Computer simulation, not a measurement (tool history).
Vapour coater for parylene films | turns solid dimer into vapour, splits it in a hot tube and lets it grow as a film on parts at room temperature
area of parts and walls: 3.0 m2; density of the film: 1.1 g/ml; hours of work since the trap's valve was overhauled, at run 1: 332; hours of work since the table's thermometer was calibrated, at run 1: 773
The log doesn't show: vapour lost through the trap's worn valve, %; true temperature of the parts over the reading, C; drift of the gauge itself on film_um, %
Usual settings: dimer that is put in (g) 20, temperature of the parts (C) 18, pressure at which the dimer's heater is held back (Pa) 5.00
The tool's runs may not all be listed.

| run | day | dimer that is put in (g) | temperature of the parts (C) | pressure at which the dimer's heater is held back (Pa) | hours of work since the trap's valve was overhauled | hours of work since the table's thermometer was calibrated | thickness of the film (nm) |
|---|---|---|---|---|---|---|---|
| 1 | 0.000 | 20 | 18 | 5.00 | 332 | 773 | 3750 |
| 2 | 1.088 | 20 | 18 | 5.00 | 353 | 794 | 3670 |
| 3 | 2.475 | 20 | 18 | 5.00 | 381 | 821 | 3630 |
| 4 | 3.988 | 20 | 18 | 4.91 | 410 | 851 | 3660 |
| 5 | 5.325 | 18 | 18 | 5.00 | 436 | 877 | 3310 |
| 6 | 6.621 | 18 | 18 | 5.00 | 461 | 902 | 3340 |
| 7 | 8.025 | 20 | 18 | 2.69 | 489 | 930 | 3850 |
| 8 | 9.346 | 20 | 18 | 2.69 | 514 | 955 | 3870 |
| 9 | 10.429 | 20 | 18 | 2.69 | 536 | 976 | 3830 |
| 10 | 12.071 | 20 | 18 | 2.69 | 568 | 1008 | 3890 |
| 11 | 13.342 | 20 | 18 | 5.00 | 592 | 1033 | 3560 |
| 12 | 14.267 | 10 | 18 | 5.00 | 610 | 1051 | 1770 |
| 13 | 15.475 | 10 | 18 | 3.61 | 634 | 1075 | 1810 |
| 14 | 16.754 | 10 | 18 | 3.61 | 659 | 1100 | 1800 |
|  | 17.871 | trap's valve overhauled |
| 15 | 18.496 | 10 | 18 | 3.61 | 12 | 1130 | 2050 |
| 16 | 19.979 | 20 | 17 | 5.00 | 41 | 1159 | 3980 |
| 17 | 21.675 | 20 | 17 | 5.00 | 74 | 1192 | 3950 |
| 18 | 23.342 | 20 | 17 | 5.00 | 107 | 1225 | 4020 |
| 19 | 25.054 | 13 | 18 | 5.00 | 140 | 1258 | 2520 |
| 20 | 26.425 | 10 | 18 | 5.00 | 167 | 1285 | 1920 |
| 21 | 27.475 | 10 | 18 | 5.00 | 187 | 1305 | 1950 |
| 22 | 28.450 | 20 | 18 | 5.00 | 206 | 1324 | 3840 |
| 23 | 29.362 | 20 | 15 | 5.00 | 224 | 1342 | 4030 |
| 24 | 30.679 | 16 | 15 | 5.00 | 250 | 1368 | 3230 |
| 25 | 32.338 | 20 | 24 | 3.91 | 282 | 1400 | 3570 |
| 26 | 33.371 | 20 | 12 | 11.34 | 302 | 1420 | 3890 |
| 27 | 34.400 | 20 | 12 | 11.34 | 322 | 1440 | 3820 |
| 28 | 35.662 | 35 | 11 | 11.34 | 347 | 1465 | 6860 |
| 29 | 37.162 | 35 | 11 | 11.34 | 376 | 1494 | 6670 |
| 30 | 38.204 | 9 | 21 | 5.00 | 396 | 1515 | 1580 |
| 31 | 39.229 | 23 | 19 | 5.17 | 416 | 1534 | 4240 |
| 32 | 40.488 | 15 | 10 | 10.49 | 441 | 1559 | 2900 |
| 33 | 41.412 | 9 | 27 | 2.07 | 459 | 1577 | 1580 |
| 34 | 42.192 | 34 | 27 | 5.90 | 474 | 1592 | 5200 |
| 35 | 43.546 | 20 | 18 | 3.85 | 500 | 1619 | 3770 |
| 36 | 45.262 | 20 | 18 | 3.85 | 534 | 1652 | 3680 |
| 37 | 46.383 | 20 | 18 | 3.85 | 556 | 1674 | 3740 |
| 38 | 48.067 | 9 | 10 | 2.40 | 589 | 1707 | 2010 |
| 39 | 48.900 | 12 | 17 | 4.03 | 605 | 1723 | 2280 |
| 40 | 50.304 | 20 | 22 | 9.89 | 632 | 1750 | 3030 |
| 41 | 51.383 | 9 | 18 | 5.00 | 653 | 1771 | 1620 |
|  | 52.779 | trap's valve overhauled |
| 42 | 53.167 | 31 | 13 | 2.72 | 8 | 1803 | 7240 |
| 43 | 54.750 | 26 | 11 | 9.10 | 38 | 1834 | 5360 |
| 44 | 55.950 | 20 | 26 | 2.03 | 62 | 1857 | 3790 |
| 45 | 56.875 | 13 | 18 | 5.00 | 80 | 1875 | 2530 |
| 46 | 58.625 | 13 | 18 | 5.00 | 114 | 1909 | 2560 |
| 47 | 59.633 | 14 | 23 | 3.82 | 134 | 1929 | 2540 |

Hidden state or all else? Some run-to-run changes of thickness of the film (nm), split into what the settings, what came in and random variation would give without the hidden state, and what is left for the hidden state (with any gauge scatter that isn't in both results):
Run 29 -> 30: dimer that is put in (g) 35 -> 9, temperature of the parts (C) 11 -> 21, pressure at which the dimer's heater is held back (Pa) 11.34 -> 5.00. thickness of the film (nm) -5090: hidden state +250, all else -5340.
Run 33 -> 34: dimer that is put in (g) 9 -> 34, pressure at which the dimer's heater is held back (Pa) 2.07 -> 5.90. thickness of the film (nm) +3620: hidden state -240, all else +3860.
Run 41 -> 42: dimer that is put in (g) 9 -> 31, temperature of the parts (C) 18 -> 13, pressure at which the dimer's heater is held back (Pa) 5.00 -> 2.72, trap's valve overhauled. thickness of the film (nm) +5620: hidden state +260, all else +5360.

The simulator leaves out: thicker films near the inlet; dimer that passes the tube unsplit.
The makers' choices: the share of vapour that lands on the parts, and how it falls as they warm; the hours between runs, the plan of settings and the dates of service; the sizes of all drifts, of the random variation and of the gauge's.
